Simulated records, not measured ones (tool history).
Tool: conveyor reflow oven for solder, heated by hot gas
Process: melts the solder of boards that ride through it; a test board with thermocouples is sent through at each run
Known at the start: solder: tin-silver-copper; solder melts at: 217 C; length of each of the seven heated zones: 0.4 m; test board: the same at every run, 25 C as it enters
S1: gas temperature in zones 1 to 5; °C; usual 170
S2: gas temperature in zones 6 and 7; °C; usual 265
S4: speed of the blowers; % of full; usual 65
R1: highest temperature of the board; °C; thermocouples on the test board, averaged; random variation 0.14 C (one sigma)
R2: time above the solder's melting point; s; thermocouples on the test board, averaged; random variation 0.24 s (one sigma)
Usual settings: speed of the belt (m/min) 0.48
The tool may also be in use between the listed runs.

Run 1, hour 0: usual settings. Result: R1 250.4 °C, R2 71.5 s.
Run 2, hour 10.4: usual settings. Result: R1 250.3 °C, R2 71.8 s.
Run 3, hour 19: usual settings. Result: R1 250.2 °C, R2 72.2 s.
Run 4, hour 28.9: usual settings but speed of the belt (m/min) 0.541. Result: R1 246.5 °C, R2 58.4 s.
Run 5, hour 37.5: usual settings but speed of the belt (m/min) 0.541. Result: R1 246.3 °C, R2 58.3 s.
Run 6, hour 51.1: usual settings but S1 168 °C. Result: R1 249.8 °C, R2 70.3 s.
Run 7, hour 58.4: usual settings but S1 168 °C, S4 60 % of full. Result: R1 248.5 °C, R2 68.8 s.
Run 8, hour 68.3: usual settings but S1 168 °C, S4 60 % of full. Result: R1 248.6 °C, R2 69.1 s.
Run 9, hour 79.6: usual settings but speed of the belt (m/min) 0.435. Result: R1 252.7 °C, R2 84 s.
Run 10, hour 93.6: usual settings but speed of the belt (m/min) 0.389. Result: R1 255.5 °C, R2 98.2 s.
Run 11, hour 100: usual settings but speed of the belt (m/min) 0.389. Result: R1 255.8 °C, R2 97.7 s.
Run 12, hour 107.3: usual settings but speed of the belt (m/min) 0.389. Result: R1 255.8 °C, R2 98.1 s.
Run 13, hour 114: usual settings. Result: R1 250 °C, R2 71.9 s.
Run 14, hour 123.1: usual settings but S1 163 °C. Result: R1 248.9 °C, R2 67.6 s.
Run 15, hour 129.6: usual settings but S2 278 °C. Result: R1 261.8 °C, R2 82.2 s.
Run 16, hour 142.1: usual settings but S1 159 °C, S2 268 °C, S4 73 % of full. Result: R1 252.7 °C, R2 70.3 s.
Run 17, hour 153.5: usual settings but S1 159 °C, S2 268 °C, S4 73 % of full. Result: R1 252.6 °C, R2 69.8 s.
Run 18, hour 167.6: usual settings but S1 164 °C, S2 268 °C, S4 73 % of full. Result: R1 253.3 °C, R2 73.1 s.
Run 19, hour 179.6: usual settings but S1 181 °C, speed of the belt (m/min) 0.489, S4 71 % of full. Result: R1 252.4 °C, R2 78.2 s.
Run 20, hour 192: usual settings but S1 177 °C, S2 267 °C, speed of the belt (m/min) 0.497, S4 60 % of full. Result: R1 250.8 °C, R2 72.3 s.
Run 21, hour 203.7: usual settings but S1 159 °C, S2 267 °C, speed of the belt (m/min) 0.567, S4 60 % of full. Result: R1 241.6 °C, R2 46.4 s.
Run 22, hour 218: usual settings but S1 163 °C, S2 276 °C. Result: R1 259 °C, R2 76.3 s.
Run 23, hour 232.8: usual settings but S1 160 °C, S2 276 °C, speed of the belt (m/min) 0.527, S4 53 % of full. Result: R1 250.4 °C, R2 59.6 s.
Run 24, hour 243.9: usual settings but S1 160 °C, S2 276 °C, speed of the belt (m/min) 0.527, S4 53 % of full. Result: R1 250.6 °C, R2 59.8 s.
Run 25, hour 258.9: usual settings but S1 162 °C. Result: R1 248.5 °C, R2 66.8 s.
Run 26, hour 270.8: usual settings but S1 164 °C, S2 272 °C. Result: R1 255.1 °C, R2 73.9 s.
Run 27, hour 285.8: usual settings but S1 163 °C, S4 62 % of full. Result: R1 247.7 °C, R2 66 s.
Run 28, hour 293.5: usual settings but S1 163 °C, S4 62 % of full. Result: R1 247.9 °C, R2 66.1 s.
Run 29, hour 306.8: usual settings but S1 163 °C, S4 62 % of full. Result: R1 247.9 °C, R2 66.3 s.
At hour 314.3: flux residue cleaned out of gas plates and filters.
Run 30, hour 323.4: usual settings but S1 174 °C, S2 257 °C, S4 62 % of full. Result: R1 244 °C, R2 67.1 s.

4 ways to go on from here, each from the tool as it stands after run 30. What would each give?
Run A, hour 332.4: usual settings but S1 169 °C, S2 279 °C, S4 62 % of full. Result: R1 ?, R2 ?.
Run B, hour 332.4: usual settings but S2 276 °C, speed of the belt (m/min) 0.573. Result: R1 ?, R2 ?.
Run C, hour 332.4: usual settings but S1 163 °C, S2 257 °C, speed of the belt (m/min) 0.548, S4 62 % of full. Result: R1 ?, R2 ?.
Run D, hour 332.4: usual settings but S2 258 °C, S4 81 % of full. Result: R1 ?, R2 ?.

run     R1    R2
  A    263  82.1
  B  254.3  62.2
  C  237.3  44.5
  D  247.7  71.2
Without the tool's hidden state the same runs would have given:
run     R1    R2
  A  262.8  81.3
  B  254.1  61.5
  C  237.1  43.9
  D  247.6  70.5
